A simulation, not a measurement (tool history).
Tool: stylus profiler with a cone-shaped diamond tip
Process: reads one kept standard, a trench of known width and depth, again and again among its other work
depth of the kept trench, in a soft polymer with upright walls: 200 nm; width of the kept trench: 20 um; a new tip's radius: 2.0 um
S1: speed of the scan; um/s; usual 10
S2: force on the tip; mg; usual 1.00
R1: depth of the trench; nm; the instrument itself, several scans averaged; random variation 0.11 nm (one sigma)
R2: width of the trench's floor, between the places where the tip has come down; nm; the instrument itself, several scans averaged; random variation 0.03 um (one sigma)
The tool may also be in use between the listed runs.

run,hour,S1,S2,R1,R2
1,0.0,10,1.00,201.14,18200
2,19.3,10,1.00,201.18,18250
3,29.6,10,1.00,200.91,18170
4,40.5,7,1.00,201.18,18160
5,58.6,7,1.00,200.95,18270
6,68.9,10,0.46,200.58,18100
7,77.9,10,0.46,200.56,18130
8,93.3,10,0.46,200.57,18180
9,107.0,10,0.46,200.66,18130
10,124.7,10,0.46,200.55,18100

Forecast run 11:
11,145.6,19,1.75,?,?

{"run 11": {"R1": 201.41, "R2": 18170}}
Without the tool's hidden state the same run would have given R1 201.40 nm, R2 18170 nm.
